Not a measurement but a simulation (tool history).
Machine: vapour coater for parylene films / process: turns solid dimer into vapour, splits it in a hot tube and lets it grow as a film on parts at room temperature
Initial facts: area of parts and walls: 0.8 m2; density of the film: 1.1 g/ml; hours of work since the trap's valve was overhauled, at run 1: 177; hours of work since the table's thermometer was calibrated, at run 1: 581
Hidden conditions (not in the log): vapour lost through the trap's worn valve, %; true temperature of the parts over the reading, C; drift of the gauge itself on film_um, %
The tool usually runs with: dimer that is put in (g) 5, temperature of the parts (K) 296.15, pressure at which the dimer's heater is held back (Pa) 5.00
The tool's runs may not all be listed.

run   hour  dimer that is put in (g)  temperature of the parts (K)  pressure at which the dimer's heater is held back (Pa)  hours of work since the trap's valve was overhauled  hours of work since the table's thermometer was calibrated  thickness of the film (um)
  1    0.0                         5                        296.15                                                    5.00                                                  177                                                         581                        4.08
  2   49.7                         5                        296.15                                                    5.00                                                  219                                                         623                        4.11
  3   87.7                         5                        296.15                                                    5.00                                                  251                                                         655                        4.09
  4  116.6                         5                        296.15                                                    5.00                                                  276                                                         680                        4.07
     155.7  -- trap's valve overhauled
  5  169.3                         5                        296.15                                                    5.00                                                   11                                                         721                        4.12
  6  193.7                         5                        296.15                                                    5.00                                                   32                                                         741                        4.08
  7  220.7                         5                        296.15                                                    5.00                                                   55                                                         764                        4.08
  8  247.6                         4                        305.15                                                    3.15                                                   78                                                         787                        2.86
  9  291.6                         4                        297.15                                                    3.15                                                  115                                                         824                        3.33
 10  327.7                         3                        290.15                                                    2.09                                                  146                                                         855                        2.87
 11  376.1                         7                        294.15                                                    6.91                                                  187                                                         896                        5.83
 12  406.2                         3                        301.15                                                    7.14                                                  212                                                         921                        2.23

What will run 13 give?
 13  443.0                         5                        296.15                                                    2.40                                                  243                                                         952                           ?

thickness of the film (um): 4.28
The same run, on a tool lacking any hidden state, would have yielded thickness of the film (um) 4.29.

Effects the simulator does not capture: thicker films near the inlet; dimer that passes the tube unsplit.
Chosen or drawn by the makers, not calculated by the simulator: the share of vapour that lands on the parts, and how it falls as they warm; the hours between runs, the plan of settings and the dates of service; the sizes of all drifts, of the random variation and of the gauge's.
